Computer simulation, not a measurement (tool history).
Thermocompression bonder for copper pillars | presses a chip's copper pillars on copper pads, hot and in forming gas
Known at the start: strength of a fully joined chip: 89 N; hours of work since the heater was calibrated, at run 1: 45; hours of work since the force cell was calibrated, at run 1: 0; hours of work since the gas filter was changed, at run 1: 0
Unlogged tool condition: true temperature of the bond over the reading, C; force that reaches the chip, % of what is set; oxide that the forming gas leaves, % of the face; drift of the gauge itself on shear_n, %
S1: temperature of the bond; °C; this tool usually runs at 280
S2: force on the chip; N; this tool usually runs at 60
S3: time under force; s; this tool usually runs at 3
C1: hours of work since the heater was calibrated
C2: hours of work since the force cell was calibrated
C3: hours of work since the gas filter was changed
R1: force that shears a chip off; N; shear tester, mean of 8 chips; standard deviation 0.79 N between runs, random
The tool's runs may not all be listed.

run 1 hour=0 | S1=280 S2=60 S3=3 | C1=45 C2=0 C3=0 | R1=61.2
run 2 hour=24.4 | S1=280 S2=60 S3=7 | C1=60 C2=15 C3=15 | R1=72.7
run 3 hour=48.1 | S1=280 S2=60 S3=3 | C1=74 C2=30 C3=30 | R1=60.1
run 4 hour=71 | S1=280 S2=60 S3=3 | C1=88 C2=44 C3=44 | R1=59.6
run 5 hour=100 | S1=280 S2=60 S3=3 | C1=106 C2=62 C3=62 | R1=59.3
run 6 hour=118 | S1=280 S2=60 S3=3 | C1=117 C2=73 C3=73 | R1=57.8
run 7 hour=150.2 | S1=280 S2=60 S3=3 | C1=137 C2=93 C3=93 | R1=58.8
run 8 hour=181.2 | S1=293 S2=60 S3=3 | C1=156 C2=112 C3=112 | R1=64
run 9 hour=207.5 | S1=293 S2=60 S3=3 | C1=173 C2=128 C3=128 | R1=64
run 10 hour=242.7 | S1=293 S2=68 S3=3 | C1=194 C2=150 C3=150 | R1=67.6
run 11 hour=266.9 | S1=293 S2=68 S3=3 | C1=209 C2=165 C3=165 | R1=67.6
-- hour=270.6 heater calibrated with a thermocouple chip
run 12 hour=304.3 | S1=293 S2=68 S3=3 | C1=21 C2=187 C3=187 | R1=67.7
run 13 hour=330.5 | S1=293 S2=68 S3=3 | C1=37 C2=203 C3=203 | R1=65.4
run 14 hour=356.2 | S1=260 S2=83 S3=2 | C1=53 C2=219 C3=219 | R1=51.4
run 15 hour=373.3 | S1=260 S2=83 S3=2 | C1=63 C2=229 C3=229 | R1=50.6
run 16 hour=389.3 | S1=286 S2=83 S3=2 | C1=73 C2=239 C3=239 | R1=62.7
run 17 hour=422.1 | S1=270 S2=60 S3=3 | C1=94 C2=259 C3=259 | R1=51.3
-- hour=443.2 heater calibrated with a thermocouple chip, once more
run 18 hour=443.2 | S1=276 S2=73 S3=3 | C1=0 C2=271 C3=271 | R1=59.3
run 19 hour=468.1 | S1=287 S2=69 S3=3 | C1=15 C2=287 C3=287 | R1=63.9
run 20 hour=496.9 | S1=287 S2=69 S3=3 | C1=33 C2=304 C3=304 | R1=62.5
run 21 hour=528.2 | S1=257 S2=51 S3=4 | C1=52 C2=324 C3=324 | R1=46.6
run 22 hour=551.3 | S1=263 S2=41 S3=3 | C1=67 C2=338 C3=338 | R1=37.3
run 23 hour=572.8 | S1=290 S2=50 S3=2 | C1=80 C2=351 C3=351 | R1=47.1
run 24 hour=604.1 | S1=278 S2=50 S3=6 | C1=99 C2=371 C3=371 | R1=59

Predict each of these 4 candidate next runs independently; none follows another, all start after run 24:
run A hour=620.1 | S1=255 S2=65 S3=9 | C1=109 C2=381 C3=381 | R1=?
run B hour=620.1 | S1=254 S2=39 S3=3 | C1=109 C2=381 C3=381 | R1=?
run C hour=620.1 | S1=297 S2=70 S3=8 | C1=109 C2=381 C3=381 | R1=?
run D hour=620.1 | S1=278 S2=42 S3=4 | C1=109 C2=381 C3=381 | R1=?

run=A R1=63.3
run=B R1=32.9
run=C R1=75.6
run=D R1=48.4
Without the tool's hidden state the same runs would have given:
run=A R1=69.8
run=B R1=36.5
run=C R1=82.9
run=D R1=53.5
